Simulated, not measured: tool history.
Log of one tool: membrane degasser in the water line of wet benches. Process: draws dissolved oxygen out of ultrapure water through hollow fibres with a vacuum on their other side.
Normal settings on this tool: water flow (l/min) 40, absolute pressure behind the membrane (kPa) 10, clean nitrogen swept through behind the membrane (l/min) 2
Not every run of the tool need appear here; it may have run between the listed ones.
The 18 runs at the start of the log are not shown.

run	hour	water flow (l/min)	absolute pressure behind the membrane (kPa)	clean nitrogen swept through behind the membrane (l/min)	hours since the membrane was changed	hours since the vacuum gauge was calibrated	hours since the vacuum lines were made tight	dissolved oxygen in the water behind the degasser (ppb)	pressure that the water loses in the fibres (kPa)
19	4250.2	47	13	2	14621	3000	7024	580.2	83.78
20	4422.2	34	13	2	14793	3172	7196	399.3	60.37
21	4643	46	19.9	2.24	15014	3393	7417	815.4	82.17
22	4864.2	44	13.8	1.73	15235	3614	7638	627.6	79.03
23	5015.5	57	23.1	2	15386	3765	7790	1246.5	102.18
24	5264.8	57	23.1	2	15636	4015	8039	1252.8	102.09
25	5468.8	57	23.1	2	15840	4219	8243	1246.2	102.17
26	5766.1	40	24.3	0.98	16137	4516	8540	1537.2	71.96
# hour 5789.9: vacuum gauge calibrated
27	5934.8	40	24.3	0.98	16305	145	8709	1530.8	71.78
28	6188.7	54	24.3	3.1	16559	399	8962	934.3	96.88
29	6499.9	54	24.3	3.04	16870	710	9274	929.2	97.34
30	6676.3	43	21.3	1.45	17047	886	9450	1114.5	78.02
31	6851.4	25	12.9	1.45	17222	1062	9625	371.3	45.18
32	7124.2	48	6.8	1.79	17495	1334	9898	335.7	87.13
33	7320.6	48	12.1	2.9	17691	1531	10094	450.1	87.41

Below are 3 alternative next runs, each starting from the tool's condition after run 33. Predict each:
A	7483.8	48	16.9	2.2	17854	1694	10257	?	?
B	7483.8	49	10.3	0.95	17854	1694	10257	?	?
C	7483.8	41	7.3	1.56	17854	1694	10257	?	?

run	dissolved oxygen in the water behind the degasser (ppb)	pressure that the water loses in the fibres (kPa)
A	751.7	87.1
B	785.3	88.63
C	302.2	75.18
Stripped of hidden state, with their random variation kept, the same runs would have yielded:
run	dissolved oxygen in the water behind the degasser (ppb)	pressure that the water loses in the fibres (kPa)
A	711.7	79.9
B	743.6	81.3
C	274.6	68.98
